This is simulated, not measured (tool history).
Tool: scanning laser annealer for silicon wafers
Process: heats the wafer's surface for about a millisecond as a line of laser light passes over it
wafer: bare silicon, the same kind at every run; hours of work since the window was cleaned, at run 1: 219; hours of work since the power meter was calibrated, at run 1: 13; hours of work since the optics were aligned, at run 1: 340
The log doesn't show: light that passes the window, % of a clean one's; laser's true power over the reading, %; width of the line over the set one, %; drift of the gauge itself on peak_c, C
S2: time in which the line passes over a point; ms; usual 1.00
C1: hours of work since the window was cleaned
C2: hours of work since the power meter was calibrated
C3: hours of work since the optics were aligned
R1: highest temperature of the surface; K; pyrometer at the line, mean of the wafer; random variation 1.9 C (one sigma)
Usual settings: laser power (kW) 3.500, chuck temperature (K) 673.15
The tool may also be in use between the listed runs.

Run 1, hour 0.0: usual settings; C1 219; C2 13; C3 340. Result: R1 1427.15 K.
Run 2, hour 8.7: usual settings; C1 223; C2 17; C3 344. Result: R1 1428.15 K.
Run 3, hour 22.3: usual settings but S2 0.92 ms; C1 229; C2 24; C3 350. Result: R1 1396.15 K.
Run 4, hour 31.8: usual settings but S2 0.92 ms; C1 234; C2 28; C3 355. Result: R1 1395.15 K.
Run 5, hour 46.9: usual settings but S2 0.92 ms; C1 241; C2 35; C3 362. Result: R1 1396.15 K.
Run 6, hour 63.0: usual settings but S2 0.92 ms; C1 248; C2 42; C3 369. Result: R1 1396.15 K.
Run 7, hour 75.2: usual settings but S2 0.92 ms; C1 254; C2 48; C3 375. Result: R1 1393.15 K.
Run 8, hour 88.3: usual settings but S2 0.92 ms; C1 260; C2 54; C3 381. Result: R1 1398.15 K.
Run 9, hour 98.5: usual settings but S2 0.92 ms; C1 264; C2 59; C3 385. Result: R1 1394.15 K.
Run 10, hour 110.1: usual settings but S2 0.71 ms; C1 270; C2 64; C3 391. Result: R1 1305.15 K.
Run 11, hour 128.3: usual settings but laser power (kW) 3.717, S2 0.71 ms; C1 278; C2 72; C3 399. Result: R1 1344.15 K.
Run 12, hour 142.4: usual settings but laser power (kW) 3.717, S2 0.71 ms; C1 285; C2 79; C3 406. Result: R1 1347.15 K.
Run 13, hour 157.4: usual settings but laser power (kW) 3.717, S2 0.71 ms; C1 291; C2 86; C3 412. Result: R1 1343.15 K.
Run 14, hour 173.1: usual settings but laser power (kW) 3.096; C1 299; C2 93; C3 420. Result: R1 1338.15 K.
Run 15, hour 182.0: usual settings but laser power (kW) 3.552; C1 303; C2 97; C3 424. Result: R1 1436.15 K.
Run 16, hour 201.6: usual settings but laser power (kW) 3.552, S2 0.74 ms; C1 312; C2 106; C3 433. Result: R1 1326.15 K.
Run 17, hour 214.1: usual settings but laser power (kW) 3.552, S2 0.74 ms; C1 318; C2 112; C3 439. Result: R1 1329.15 K.
Run 18, hour 227.6: usual settings but laser power (kW) 3.552, S2 0.74 ms; C1 324; C2 118; C3 445. Result: R1 1326.15 K.
Run 19, hour 245.9: usual settings but laser power (kW) 3.552, S2 0.74 ms; C1 332; C2 126; C3 453. Result: R1 1327.15 K.
Run 20, hour 256.0: usual settings but laser power (kW) 3.552, S2 0.74 ms; C1 337; C2 131; C3 458. Result: R1 1326.15 K.
Run 21, hour 271.6: usual settings but laser power (kW) 3.552, S2 0.74 ms; C1 344; C2 138; C3 465. Result: R1 1327.15 K.
Run 22, hour 287.9: usual settings but laser power (kW) 3.455, S2 0.94 ms; C1 352; C2 146; C3 473. Result: R1 1390.15 K.
Run 23, hour 300.1: usual settings but laser power (kW) 3.612, chuck temperature (K) 701.15; C1 357; C2 151; C3 478. Result: R1 1475.15 K.
Run 24, hour 317.4: usual settings but laser power (kW) 3.822, S2 0.89 ms, chuck temperature (K) 698.15; C1 365; C2 159; C3 486. Result: R1 1473.15 K.
Run 25, hour 331.6: usual settings but laser power (kW) 3.557, S2 0.77 ms, chuck temperature (K) 657.15; C1 372; C2 166; C3 493. Result: R1 1324.15 K.
Run 26, hour 347.8: usual settings but laser power (kW) 3.557, S2 0.77 ms, chuck temperature (K) 657.15; C1 379; C2 173; C3 500. Result: R1 1323.15 K.
Run 27, hour 364.0: usual settings but laser power (kW) 3.062, S2 0.90 ms, chuck temperature (K) 670.15; C1 387; C2 181; C3 508. Result: R1 1297.15 K.
Run 28, hour 372.9: usual settings but laser power (kW) 3.062, S2 0.90 ms, chuck temperature (K) 670.15; C1 391; C2 185; C3 512. Result: R1 1301.15 K.
Run 29, hour 385.7: usual settings but laser power (kW) 3.792, S2 0.77 ms, chuck temperature (K) 670.15; C1 397; C2 191; C3 518. Result: R1 1381.15 K.
Run 30, hour 400.7: usual settings but laser power (kW) 3.792, S2 0.77 ms, chuck temperature (K) 670.15; C1 404; C2 198; C3 525. Result: R1 1379.15 K.
Run 31, hour 418.9: usual settings but laser power (kW) 3.686, S2 0.77 ms, chuck temperature (K) 704.15; C1 412; C2 206; C3 533. Result: R1 1396.15 K.
Run 32, hour 436.6: usual settings but laser power (kW) 3.760, S2 1.06 ms, chuck temperature (K) 682.15; C1 420; C2 214; C3 541. Result: R1 1514.15 K.

The next listed run, before its measurement:
Run 33, hour 453.7: usual settings but laser power (kW) 3.360, S2 0.88 ms, chuck temperature (K) 669.15; C1 428; C2 222; C3 549. Result: R1 ?.

{"run 33": {"R1": 1345.15}}
Without the tool's hidden state the same run would have given R1 1346.15 K.
